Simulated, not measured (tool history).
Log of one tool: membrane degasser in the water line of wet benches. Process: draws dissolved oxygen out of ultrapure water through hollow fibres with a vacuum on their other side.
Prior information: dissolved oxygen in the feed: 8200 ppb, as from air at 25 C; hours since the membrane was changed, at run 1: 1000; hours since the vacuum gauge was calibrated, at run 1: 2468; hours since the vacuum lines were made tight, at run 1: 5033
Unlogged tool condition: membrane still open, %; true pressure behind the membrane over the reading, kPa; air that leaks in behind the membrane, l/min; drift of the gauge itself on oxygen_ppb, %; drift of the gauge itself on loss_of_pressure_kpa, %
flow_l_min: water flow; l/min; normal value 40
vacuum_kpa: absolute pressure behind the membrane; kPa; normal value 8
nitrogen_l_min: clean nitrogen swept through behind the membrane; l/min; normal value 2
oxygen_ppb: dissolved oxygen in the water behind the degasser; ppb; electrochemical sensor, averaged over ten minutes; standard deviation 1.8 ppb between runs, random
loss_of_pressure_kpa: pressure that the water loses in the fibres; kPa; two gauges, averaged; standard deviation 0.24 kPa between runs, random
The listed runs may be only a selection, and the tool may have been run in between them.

run    hour  flow_l_min  vacuum_kpa  nitrogen_l_min  hours since the membrane was changed  hours since the vacuum gauge was calibrated  hours since the vacuum lines were made tight  oxygen_ppb  loss_of_pressure_kpa
  1       0          40           8               2                                  1000                                         2468                                          5033       250.8                 61.04
  2    85.8          40           8               2                                  1086                                         2553                                          5119       249.3                  61.5
  3     231          40           8               2                                  1231                                         2699                                          5264       252.5                 61.47
  4   360.6          40        6.98               2                                  1360                                         2828                                          5393       209.8                 61.82
  5   496.2          40       10.25               2                                  1496                                         2964                                          5529         341                 61.74
  6   625.3          40           8            1.77                                  1625                                         3093                                          5658       275.9                 61.58
  7   772.7          40           8            1.77                                  1772                                         3240                                          5805       279.2                 61.89
  8   882.5          40           8            1.77                                  1882                                         3350                                          5915       279.9                  62.2
  9  1034.2          40           8            1.77                                  2034                                         3502                                          6067       277.6                 62.17
 10  1097.3          40           8            2.45                                  2097                                         3565                                          6130       221.6                 61.99
 11  1200.3          40           8               2                                  2200                                         3668                                          6233       254.6                 61.95
     1213.3  -- seals of the vacuum lines changed
 12  1321.2          40           8               2                                  2319                                         3787                                           108       254.5                 61.97
 13  1462.7          40           8               2                                  2460                                         3928                                           249       252.9                 62.37
 14  1570.7          40           8               2                                  2568                                         4036                                           357       253.8                 61.86
 15  1725.4          40       11.34               2                                  2723                                         4191                                           512         393                  62.1
     1740.6  -- vacuum gauge calibrated
 16  1824.1          57       11.34               2                                  2821                                           84                                           610       597.9                 88.64
 17  1893.6          50        6.39            1.41                                  2891                                          153                                           680       330.7                 77.65
 18  2007.6          40       18.25            1.41                                  3005                                          267                                           794       887.1                 62.19
 19  2086.7          40        8.21            1.91                                  3084                                          346                                           873       281.4                 62.24
 20  2201.1          40       10.63            2.46                                  3198                                          461                                           987       322.3                 62.45
     2260.9  -- vacuum gauge calibrated, once more
 21  2285.1          40       10.63            2.46                                  3282                                           24                                          1071         301                 62.06
 22  2396.8          42       12.42            1.72                                  3393                                          136                                          1182       513.4                 65.58
 23  2525.5          42       12.42             2.4                                  3522                                          265                                          1311       392.3                 65.61
 24  2653.5          42       13.44            4.77                                  3650                                          393                                          1439       257.5                 65.28
 25  2719.8          42       13.44            4.77                                  3717                                          459                                          1505       252.1                 65.38
 26  2825.2          60       11.98            4.77                                  3822                                          564                                          1611       375.1                 92.84
 27  2903.3          40       16.96            1.39                                  3900                                          642                                          1689       802.6                 62.59
 28  2982.9          34       16.21            2.53                                  3980                                          722                                          1769       404.6                 53.05
 29  3089.5          40        5.18               2                                  4086                                          829                                          1875       125.5                 62.32
 30  3231.5          40       10.96            2.09                                  4228                                          971                                          2017       363.7                  62.4
 31  3301.3          40       10.96            2.09                                  4298                                         1040                                          2087       357.9                 62.31

Here are 3 independent what-if runs from the current tool condition. What would each one return?
  A  3403.1          53       10.96            2.69                                  4400                                         1142                                          2189           ?                     ?
  B  3403.1          42        9.02             1.8                                  4400                                         1142                                          2189           ?                     ?
  C  3403.1          51           8               2                                  4400                                         1142                                          2189           ?                     ?

run  oxygen_ppb  loss_of_pressure_kpa
  A       418.7                 82.87
  B       337.8                 65.23
  C       338.3                 79.97
With the hidden condition removed and each run's random variation left untouched, the same runs would have given:
run  oxygen_ppb  loss_of_pressure_kpa
  A       407.2                 81.12
  B       329.2                 63.86
  C       326.9                 78.29
